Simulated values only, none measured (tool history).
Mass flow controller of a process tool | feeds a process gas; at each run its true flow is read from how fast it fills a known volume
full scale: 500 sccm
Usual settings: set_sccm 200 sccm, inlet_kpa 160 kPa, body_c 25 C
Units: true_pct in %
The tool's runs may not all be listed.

run,day,set_sccm,inlet_kpa,body_c,true_pct
1,0.000,200,160,25,98.48
2,19.808,200,183,25,98.81
3,30.400,53,183,25,98.08
4,47.067,158,160,25,98.56
5,60.279,158,160,25,98.70
6,75.583,200,160,28,98.71
7,92.021,200,168,25,99.07
8,109.533,200,168,25,99.05
9,128.288,200,168,25,99.17
10,144.712,200,168,25,99.28
11,166.771,200,168,25,99.29
12,181.362,200,160,25,99.38
# day 198.121: controller exchanged for a calibrated one
13,198.121,200,224,25,99.54
14,213.438,200,186,25,99.71
15,226.133,200,186,25,99.63
16,240.679,200,186,25,99.66
17,260.862,200,186,25,99.95
18,281.538,200,186,25,100.04
19,296.325,370,163,27,100.67
20,309.229,118,160,27,99.71
21,326.454,197,160,36,99.73
22,340.108,133,193,24,99.95
23,358.650,200,150,33,99.85
24,373.433,200,150,33,100.09
25,388.442,200,266,25,100.79
26,400.262,200,160,28,100.47
27,412.779,184,152,28,100.26
28,424.433,135,146,22,100.31
29,433.767,135,146,22,100.41
30,453.408,93,231,23,100.48
31,475.233,54,231,23,100.28
# day 483.521: gauge calibrated
32,484.346,58,167,38,97.51
33,500.388,60,160,24,98.07
34,516.854,57,158,25,98.04
35,531.871,200,272,25,99.05
36,551.554,59,272,25,98.62

4 ways to go on from here, each from the tool as it stands after run 36. What would each give?
A,573.175,88,272,21,?
B,573.175,419,272,25,?
C,573.175,217,224,25,?
D,573.175,448,222,25,?

run,true_pct
A,99.00
B,100.25
C,99.24
D,100.38
Without the tool's hidden state the same runs would have given:
run,true_pct
A,98.59
B,99.82
C,98.81
D,99.95
